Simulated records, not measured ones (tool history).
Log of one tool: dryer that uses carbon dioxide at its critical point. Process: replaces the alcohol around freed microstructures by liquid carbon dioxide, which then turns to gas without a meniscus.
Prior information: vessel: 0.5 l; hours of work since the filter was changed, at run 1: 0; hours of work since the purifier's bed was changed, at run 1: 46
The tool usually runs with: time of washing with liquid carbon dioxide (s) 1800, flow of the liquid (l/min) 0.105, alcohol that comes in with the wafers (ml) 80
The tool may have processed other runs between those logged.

run,day,time of washing with liquid carbon dioxide (s),flow of the liquid (l/min),alcohol that comes in with the wafers (ml),hours of work since the filter was changed,hours of work since the purifier's bed was changed,alcohol left in the vessel before it's heated (ppm by volume)
1,0.000,1800,0.105,80,0,46,595
2,1.483,1800,0.105,80,22,68,704
3,2.225,1800,0.105,80,34,79,759
4,3.300,1800,0.105,80,50,95,831
5,4.138,1800,0.105,80,62,108,866
6,5.662,1800,0.105,80,85,131,1005
7,6.925,1800,0.105,80,105,150,1109
8,8.154,1800,0.105,80,123,169,1255
9,9.292,1800,0.105,80,140,186,1352
10,10.571,1800,0.105,108,160,205,1999
# day 11.067: inlet filter changed
11,11.533,1800,0.105,108,7,219,914
12,12.712,1800,0.105,117,25,237,1073
13,14.150,1800,0.105,117,47,259,1216
14,14.804,1800,0.105,118,56,268,1246
15,16.092,1080,0.105,118,76,288,10641
16,17.342,1080,0.105,118,95,307,11408
17,18.533,1080,0.105,118,113,325,12037
18,19.212,1080,0.105,118,123,335,12199
19,19.933,1800,0.105,80,134,346,1320
20,20.838,1800,0.139,80,147,359,414
# day 22.171: inlet filter changed
21,22.171,1800,0.139,80,0,379,276
22,22.962,1800,0.139,80,12,391,298
23,23.738,2460,0.139,80,24,403,203
24,24.796,1800,0.077,80,40,419,3623
25,26.000,2520,0.105,104,58,437,337
26,27.517,1800,0.105,23,81,460,489
27,28.792,1800,0.103,59,100,479,1045
28,29.825,1800,0.103,59,116,495,1090
29,30.808,2040,0.092,67,130,509,1300
30,31.696,1440,0.105,80,144,523,3650
31,32.608,1800,0.105,58,158,537,1250
# day 33.254: inlet filter changed
32,33.308,1800,0.105,58,1,546,693
33,34.625,1800,0.105,30,21,566,518
34,35.433,1980,0.105,48,33,579,512
# day 36.471: purifier's bed changed
35,36.604,1980,0.105,48,49,2,265
36,37.842,1680,0.127,35,67,21,195
37,38.533,1680,0.127,93,78,31,496
38,39.888,1140,0.105,80,98,52,6555
39,40.992,1800,0.169,78,115,68,76
40,42.346,1800,0.092,66,135,89,1936
41,43.625,1800,0.066,23,155,108,2497
# day 44.400: inlet filter changed
42,44.975,2280,0.087,69,9,128,491
43,46.196,2280,0.087,69,27,146,555
44,47.688,1800,0.105,114,50,169,1149
45,48.996,2220,0.091,114,69,188,1002
46,50.167,1500,0.153,25,87,206,195
47,51.275,1500,0.153,25,104,223,211

Here are 4 independent what-if runs from the current tool condition. What would each one return?
A,51.900,1800,0.080,85,113,232,?
B,51.900,2340,0.072,72,113,232,?
C,51.900,1260,0.153,25,113,232,?
D,51.900,1800,0.117,21,113,232,?

run,alcohol left in the vessel before it's heated (ppm by volume)
A,4190
B,1994
C,364
D,274
With the hidden condition removed and each run's random variation left untouched, the same runs would have given:
run,alcohol left in the vessel before it's heated (ppm by volume)
A,2518
B,1072
C,128
D,81

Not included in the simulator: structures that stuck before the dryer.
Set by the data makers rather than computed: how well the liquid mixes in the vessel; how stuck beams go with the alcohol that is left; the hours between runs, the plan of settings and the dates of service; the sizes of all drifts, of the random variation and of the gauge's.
